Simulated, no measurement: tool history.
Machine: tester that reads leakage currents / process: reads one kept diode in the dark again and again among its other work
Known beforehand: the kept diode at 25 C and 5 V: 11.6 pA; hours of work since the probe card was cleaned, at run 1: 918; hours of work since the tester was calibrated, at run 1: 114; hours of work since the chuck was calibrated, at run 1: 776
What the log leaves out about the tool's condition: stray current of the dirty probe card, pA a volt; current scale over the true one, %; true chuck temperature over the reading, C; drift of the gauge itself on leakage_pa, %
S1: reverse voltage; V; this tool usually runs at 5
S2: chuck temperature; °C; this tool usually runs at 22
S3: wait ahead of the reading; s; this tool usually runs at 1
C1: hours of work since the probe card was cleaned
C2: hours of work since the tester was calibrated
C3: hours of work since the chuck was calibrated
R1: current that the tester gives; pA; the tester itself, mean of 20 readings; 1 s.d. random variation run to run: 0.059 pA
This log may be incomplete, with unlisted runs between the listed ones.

| run | hour | S1 | S2 | S3 | C1 | C2 | C3 | R1 |
|---|---|---|---|---|---|---|---|---|
| 1 | 0 | 5 | 22 | 1 | 918 | 114 | 776 | 12.5 |
| 2 | 41.5 | 5 | 22 | 1 | 944 | 139 | 802 | 12.81 |
| 3 | 83.8 | 5 | 22 | 1 | 970 | 165 | 828 | 12.76 |
| 4 | 116 | 5 | 40 | 1 | 989 | 185 | 847 | 40.54 |
| 5 | 162.9 | 5 | 40 | 1 | 1018 | 213 | 876 | 40.37 |
| 6 | 193.4 | 5 | 50 | 1 | 1037 | 232 | 895 | 80.43 |
| 7 | 248.7 | 5 | 50 | 1 | 1071 | 266 | 929 | 80.49 |
| 8 | 272.7 | 5 | 22 | 1 | 1085 | 281 | 943 | 13.06 |
| 9 | 322.6 | 1.19 | 22 | 1 | 1116 | 311 | 974 | 6.26 |
| 10 | 375.1 | 5 | 22 | 1 | 1148 | 343 | 1006 | 13.26 |
| 11 | 414.1 | 5 | 22 | 1 | 1172 | 367 | 1030 | 13.35 |
| 12 | 463.1 | 5 | 22 | 0.7 | 1202 | 397 | 1060 | 13.99 |
| 13 | 493.4 | 5 | 22 | 0.7 | 1221 | 416 | 1079 | 13.98 |
| 14 | 533.2 | 5 | 55 | 1 | 1245 | 440 | 1103 | 111.41 |
| 15 | 563.2 | 5 | 55 | 1 | 1263 | 459 | 1121 | 111.98 |
| 16 | 607 | 5 | 55 | 1 | 1290 | 486 | 1148 | 111.01 |
|  | 613.1 | probe card cleaned and baked |
| 17 | 638.7 | 5 | 22 | 1 | 16 | 503 | 1166 | 16.16 |
| 18 | 668.9 | 5 | 22 | 1 | 34 | 522 | 1184 | 16.24 |
| 19 | 698.2 | 5 | 22 | 1 | 52 | 540 | 1202 | 16.09 |
|  | 713.2 | probe card cleaned and baked, once more |
| 20 | 757.8 | 5 | 22 | 1 | 27 | 574 | 1237 | 9.23 |

Predict the results of run 21:
| 21 | 811.2 | 1.22 | 25 | 2.01 | 60 | 607 | 1270 | ? |

Logged for run 21: R1 6.44 pA.
Had the tool carried no hidden state, the very same run would have given R1 7.63 pA.

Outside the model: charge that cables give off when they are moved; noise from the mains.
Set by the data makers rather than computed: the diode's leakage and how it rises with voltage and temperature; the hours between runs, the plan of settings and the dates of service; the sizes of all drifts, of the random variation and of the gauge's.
